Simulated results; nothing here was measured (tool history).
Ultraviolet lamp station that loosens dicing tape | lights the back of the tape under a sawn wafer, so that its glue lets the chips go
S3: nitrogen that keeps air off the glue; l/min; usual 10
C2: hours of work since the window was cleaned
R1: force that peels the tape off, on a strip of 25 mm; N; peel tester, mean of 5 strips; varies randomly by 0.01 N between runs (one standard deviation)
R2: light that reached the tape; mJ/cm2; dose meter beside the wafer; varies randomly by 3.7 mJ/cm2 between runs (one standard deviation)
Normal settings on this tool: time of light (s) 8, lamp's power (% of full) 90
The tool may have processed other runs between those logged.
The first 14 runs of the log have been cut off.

Run 15, hour 424.0: usual settings; hours of work of the lamp 839; C2 281. Result: R1 0.853 N, R2 479 mJ/cm2.
Run 16, hour 449.6: usual settings but lamp's power (% of full) 95; hours of work of the lamp 852; C2 293. Result: R1 0.748 N, R2 494 mJ/cm2.
Run 17, hour 479.9: usual settings but lamp's power (% of full) 95; hours of work of the lamp 866; C2 308. Result: R1 0.807 N, R2 491 mJ/cm2.
Run 18, hour 523.5: usual settings but lamp's power (% of full) 77; hours of work of the lamp 887; C2 329. Result: R1 1.288 N, R2 394 mJ/cm2.
Run 19, hour 560.7: usual settings but lamp's power (% of full) 77; hours of work of the lamp 905; C2 346. Result: R1 1.331 N, R2 392 mJ/cm2.
Run 20, hour 594.5: usual settings but lamp's power (% of full) 77; hours of work of the lamp 921; C2 363. Result: R1 1.312 N, R2 390 mJ/cm2.
Run 21, hour 619.2: usual settings but lamp's power (% of full) 77, S3 3 l/min; hours of work of the lamp 933; C2 374. Result: R1 2.849 N, R2 388 mJ/cm2.
Run 22, hour 653.2: usual settings but lamp's power (% of full) 77, S3 3 l/min; hours of work of the lamp 949; C2 391. Result: R1 2.971 N, R2 377 mJ/cm2.
Run 23, hour 673.5: usual settings but time of light (s) 12, lamp's power (% of full) 76, S3 14 l/min; hours of work of the lamp 959; C2 401. Result: R1 0.445 N, R2 563 mJ/cm2.
Run 24, hour 701.4: usual settings but time of light (s) 9, lamp's power (% of full) 75, S3 11 l/min; hours of work of the lamp 973; C2 414. Result: R1 1.087 N, R2 412 mJ/cm2.
Run 25, hour 740.2: usual settings but time of light (s) 9, lamp's power (% of full) 75, S3 11 l/min; hours of work of the lamp 991; C2 433. Result: R1 1.096 N, R2 404 mJ/cm2.
At hour 766.7: window cleaned of glue's vapour.
Run 26, hour 784.9: usual settings but time of light (s) 9, S3 9 l/min; hours of work of the lamp 1012; C2 9. Result: R1 0.670 N, R2 547 mJ/cm2.
Run 27, hour 821.8: usual settings but time of light (s) 9, lamp's power (% of full) 70, S3 5 l/min; hours of work of the lamp 1030; C2 26. Result: R1 1.932 N, R2 421 mJ/cm2.
Run 28, hour 854.9: usual settings but time of light (s) 12, lamp's power (% of full) 69, S3 11 l/min; hours of work of the lamp 1046; C2 42. Result: R1 0.558 N, R2 547 mJ/cm2.
Run 29, hour 878.4: usual settings but time of light (s) 13, S3 6 l/min; hours of work of the lamp 1057; C2 54. Result: R1 0.426 N, R2 772 mJ/cm2.
Run 30, hour 917.5: usual settings but lamp's power (% of full) 61, S3 4 l/min; hours of work of the lamp 1076; C2 72. Result: R1 3.088 N, R2 317 mJ/cm2.
Run 31, hour 937.4: usual settings but lamp's power (% of full) 62, S3 9 l/min; hours of work of the lamp 1086; C2 82. Result: R1 1.953 N, R2 319 mJ/cm2.

Forecast each of these 3 alternatives for the next run:
Run A, hour 965.6: usual settings but time of light (s) 5, lamp's power (% of full) 69, S3 18 l/min; hours of work of the lamp 1099; C2 95. Result: R1 ?, R2 ?.
Run B, hour 965.6: usual settings but S3 4 l/min; hours of work of the lamp 1099; C2 95. Result: R1 ?, R2 ?.
Run C, hour 965.6: usual settings but time of light (s) 14, S3 12 l/min; hours of work of the lamp 1099; C2 95. Result: R1 ?, R2 ?.

run     R1   R2
  A  2.407  227
  B  1.752  461
  C  0.189  805
Had the tool no hidden state, the same runs would have come out as:
run     R1    R2
  A  1.508   302
  B  1.005   617
  C  0.122  1075
